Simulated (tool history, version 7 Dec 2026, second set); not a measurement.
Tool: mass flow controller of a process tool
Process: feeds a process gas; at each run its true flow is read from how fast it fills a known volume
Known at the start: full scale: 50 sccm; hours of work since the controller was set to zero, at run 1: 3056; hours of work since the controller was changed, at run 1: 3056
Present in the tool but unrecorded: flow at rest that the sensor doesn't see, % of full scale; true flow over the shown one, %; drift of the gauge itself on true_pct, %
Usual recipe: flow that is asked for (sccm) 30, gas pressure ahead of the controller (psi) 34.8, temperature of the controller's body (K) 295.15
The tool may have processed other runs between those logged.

run,hour,flow that is asked for (sccm),gas pressure ahead of the controller (psi),temperature of the controller's body (K),hours of work since the controller was set to zero,hours of work since the controller was changed,true flow (%)
1,0,30,34.8,295.15,3056,3056,96.04
2,127.6,30,34.8,295.15,3154,3154,95.81
3,263.6,30,34.8,295.15,3260,3260,95.79
4,382.1,30,34.8,295.15,3351,3351,95.57
5,501.7,30,34.8,295.15,3444,3444,95.38
6,574,30,34.8,295.15,3500,3500,95.46
7,642.2,6,34.8,295.15,3553,3553,86.77
8,738.7,6,34.8,295.15,3627,3627,86.51
9,829.5,6,34.8,295.15,3698,3698,86.36
10,955.4,6,34.8,295.15,3795,3795,86.09
11,1027.9,30,34.8,293.15,3851,3851,94.96
12,1120.8,30,34.8,293.15,3923,3923,95.04
13,1204.2,30,34.8,293.15,3988,3988,94.74
14,1338,30,34.8,293.15,4091,4091,94.87
15,1482.7,30,34.8,293.15,4203,4203,94.78
# hour 1515.7: controller's zero set anew
16,1611.1,30,34.8,293.15,74,4302,96.56
17,1706,30,34.8,293.15,147,4376,96.67
18,1862.8,30,34.8,293.15,269,4497,96.38
19,1954.6,30,34.8,295.15,340,4568,96.55
20,2073.8,30,34.8,295.15,432,4661,96.4
21,2145,30,34.8,295.15,487,4716,96.41
22,2229.4,5,34.8,295.15,552,4781,93.02
23,2385.9,5,34.8,295.15,674,4902,92.4
24,2470.6,30,33.2,295.15,739,4968,96.17
25,2579.6,9,31,295.15,823,5052,93.48
26,2664.4,27,39.9,298.15,889,5118,96.12
27,2750.6,46,39.9,309.15,956,5184,98.27
28,2856.2,46,39.9,309.15,1038,5266,98.07
29,2944,46,36.3,294.15,1106,5334,97.03
30,3019.2,9,39.7,309.15,1164,5392,93.78
31,3104.7,9,39.7,309.15,1230,5459,93.66
32,3206.9,38,39.7,299.15,1309,5538,96.69
33,3332.4,38,35.5,299.15,1406,5635,96.5
34,3463.2,38,35.5,299.15,1507,5736,96.47
35,3529.2,35,29.4,299.15,1559,5787,95.97
36,3675.8,35,29.4,299.15,1672,5901,95.94
37,3805.2,6,29.6,302.15,1772,6001,90.11
38,3921.6,9,29.6,300.15,1862,6091,91.49
39,3985.3,47,21.8,300.15,1912,6140,96.45
40,4132.6,30,21.6,304.15,2026,6254,95.21
41,4262.5,30,29.2,294.15,2126,6355,94.56
42,4381.7,16,34.8,295.15,2219,6447,92.82
43,4505.7,42,21.9,295.15,2314,6543,95.54
44,4591.7,6,21.9,312.15,2381,6610,88.69
45,4694.7,30,34.8,297.15,2461,6689,94.5
46,4796.8,6,25.4,301.15,2540,6768,87.49
47,4884.6,43,27.7,313.15,2608,6836,96.51

Each row is a separate what-if for the run after 47, all from the same tool condition, not one after another. Results?
A,5028,7,27.7,313.15,2719,6947,?
B,5028,11,37.1,313.15,2719,6947,?
C,5028,24,34.8,312.15,2719,6947,?

run,true flow (%)
A,88.96
B,91.75
C,94.51
Without the tool's unlogged condition, the same runs would have read:
run,true flow (%)
A,98.07
B,98.58
C,99.18
